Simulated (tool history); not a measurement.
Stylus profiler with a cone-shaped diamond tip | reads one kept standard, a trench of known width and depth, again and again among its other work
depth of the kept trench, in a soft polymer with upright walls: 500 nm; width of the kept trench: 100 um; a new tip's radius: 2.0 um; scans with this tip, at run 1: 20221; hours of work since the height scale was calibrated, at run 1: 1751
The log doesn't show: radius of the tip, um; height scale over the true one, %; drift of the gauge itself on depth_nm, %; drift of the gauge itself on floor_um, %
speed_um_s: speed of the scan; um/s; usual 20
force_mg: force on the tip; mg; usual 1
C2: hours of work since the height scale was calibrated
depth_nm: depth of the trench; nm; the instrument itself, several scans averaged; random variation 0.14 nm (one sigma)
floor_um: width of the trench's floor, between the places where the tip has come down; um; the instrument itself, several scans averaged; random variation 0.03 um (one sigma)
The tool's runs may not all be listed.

{"run": 1, "hour": 0.0, "speed_um_s": 20, "force_mg": 1, "scans with this tip": 20221, "C2": 1751, "depth_nm": 499.94, "floor_um": 95.88}
{"run": 2, "hour": 67.9, "speed_um_s": 20, "force_mg": 1, "scans with this tip": 20694, "C2": 1792, "depth_nm": 499.99, "floor_um": 95.87}
{"run": 3, "hour": 135.5, "speed_um_s": 20, "force_mg": 1, "scans with this tip": 21165, "C2": 1833, "depth_nm": 499.64, "floor_um": 95.85}
{"run": 4, "hour": 209.2, "speed_um_s": 20, "force_mg": 1, "scans with this tip": 21679, "C2": 1878, "depth_nm": 499.73, "floor_um": 95.81}
{"run": 5, "hour": 300.2, "speed_um_s": 20, "force_mg": 1, "scans with this tip": 22313, "C2": 1932, "depth_nm": 499.53, "floor_um": 95.8}
{"run": 6, "hour": 349.3, "speed_um_s": 20, "force_mg": 1, "scans with this tip": 22655, "C2": 1962, "depth_nm": 499.5, "floor_um": 95.73}
{"run": 7, "hour": 422.9, "speed_um_s": 20, "force_mg": 1, "scans with this tip": 23168, "C2": 2007, "depth_nm": 499.18, "floor_um": 95.69}
{"run": 8, "hour": 465.2, "speed_um_s": 9, "force_mg": 0.66, "scans with this tip": 23463, "C2": 2032, "depth_nm": 498.63, "floor_um": 95.76}
{"hour": 518.9, "done": "height scale calibrated on a step standard"}
{"hour": 533.0, "done": "new tip fitted, height scale calibrated"}
{"run": 9, "hour": 533.0, "speed_um_s": 6, "force_mg": 0.51, "scans with this tip": 0, "C2": 0, "depth_nm": 501.62, "floor_um": 97.22}
{"run": 10, "hour": 592.5, "speed_um_s": 28, "force_mg": 2.05, "scans with this tip": 414, "C2": 36, "depth_nm": 504.15, "floor_um": 97.17}
{"run": 11, "hour": 666.9, "speed_um_s": 27, "force_mg": 1.46, "scans with this tip": 933, "C2": 81, "depth_nm": 502.97, "floor_um": 97.06}
{"run": 12, "hour": 724.9, "speed_um_s": 41, "force_mg": 1.69, "scans with this tip": 1337, "C2": 116, "depth_nm": 503.12, "floor_um": 96.93}
{"run": 13, "hour": 778.8, "speed_um_s": 41, "force_mg": 1.69, "scans with this tip": 1713, "C2": 148, "depth_nm": 503.51, "floor_um": 96.95}

Forecast each of these 4 alternatives for the next run:
{"run": "A", "hour": 841.8, "speed_um_s": 20, "force_mg": 0.92, "scans with this tip": 2152, "C2": 186, "depth_nm": "?", "floor_um": "?"}
{"run": "B", "hour": 841.8, "speed_um_s": 8, "force_mg": 0.84, "scans with this tip": 2152, "C2": 186, "depth_nm": "?", "floor_um": "?"}
{"run": "C", "hour": 841.8, "speed_um_s": 70, "force_mg": 2.15, "scans with this tip": 2152, "C2": 186, "depth_nm": "?", "floor_um": "?"}
{"run": "D", "hour": 841.8, "speed_um_s": 37, "force_mg": 2.92, "scans with this tip": 2152, "C2": 186, "depth_nm": "?", "floor_um": "?"}

run=A depth_nm=502.01 floor_um=96.99
run=B depth_nm=501.91 floor_um=97.07
run=C depth_nm=503.93 floor_um=96.74
run=D depth_nm=505.2 floor_um=96.98
Without the tool's hidden state the same runs would have given:
run=A depth_nm=502.27 floor_um=97.2
run=B depth_nm=502.17 floor_um=97.27
run=C depth_nm=504.19 floor_um=96.94
run=D depth_nm=505.46 floor_um=97.18

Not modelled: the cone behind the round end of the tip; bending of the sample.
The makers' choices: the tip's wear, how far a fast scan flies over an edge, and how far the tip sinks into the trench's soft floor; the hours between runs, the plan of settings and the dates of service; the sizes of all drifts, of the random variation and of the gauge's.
